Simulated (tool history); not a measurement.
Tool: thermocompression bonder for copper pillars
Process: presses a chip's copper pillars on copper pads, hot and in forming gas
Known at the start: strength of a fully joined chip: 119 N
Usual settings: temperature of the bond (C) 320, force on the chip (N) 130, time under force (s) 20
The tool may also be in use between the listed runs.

run	hour	temperature of the bond (C)	force on the chip (N)	time under force (s)	force that shears a chip off (N)
1	0	320	130	20	72.3
2	8.6	320	130	20	72.3
3	15.2	320	130	20	72.7
4	27.3	320	130	20	72.3
5	37	320	130	36	84.9
6	47	324	130	20	75
7	53.9	324	130	20	75.2
8	61.3	324	130	20	75.4
9	73.2	324	130	44	92.3
10	83.3	324	130	44	91.2
11	94.1	320	130	20	71.9
12	102.5	320	104	20	65.6
13	111.7	320	104	20	65.8
14	123	320	104	20	65.9
15	135.5	317	104	20	63
16	141.7	317	104	20	63
17	147.2	312	104	20	59.5
18	153.4	320	130	20	71.3
19	160	320	130	20	72.9
20	165.6	320	130	20	72.8
21	172.2	313	115	46	81.8
22	181	320	84	14	53.1
23	190	320	84	14	53.3
24	197.5	320	130	46	89.7
25	207.6	320	152	20	76
26	217.2	346	154	20	94.5
27	224.1	307	111	21	59
28	236.5	347	86	28	86
29	243.5	331	179	12	78.3
30	255.4	331	179	12	78.6
31	264	347	195	42	109.8
32	276.4	297	130	20	54.9
33	282.8	297	130	20	54.8
34	293.6	319	166	16	72.7
35	302.6	346	130	14	82
36	309.4	346	130	14	81.9
37	320.7	346	130	14	81.4
38	330.8	346	130	14	81.8
39	338.8	307	163	12	57.1

Not shown: 3 entries that the log had between the listed runs. Between which runs, and how does the tool's hidden state differ before and after?
Between runs 5 and 6: forming gas filter changed (hour 45.6)
  oxide that the forming gas leaves, % of the face: 0.64 -> 0.5; drift of the gauge itself on shear_n, %: -0.46 -> -0.58
  measured less the result without the state, force that shears a chip off (N): -0.5 -> -0.5
Between runs 18 and 19: gauge calibrated (hour 156.3)
  drift of the gauge itself on shear_n, %: -1.9 -> -0.05
  measured less the result without the state, force that shears a chip off (N): -1.5 -> -0.1
Between runs 28 and 29: forming gas filter changed (hour 240.7)
  oxide that the forming gas leaves, % of the face: 0.63 -> 0.5; drift of the gauge itself on shear_n, %: -1 -> -1.08
  measured less the result without the state, force that shears a chip off (N): -1 -> -0.9
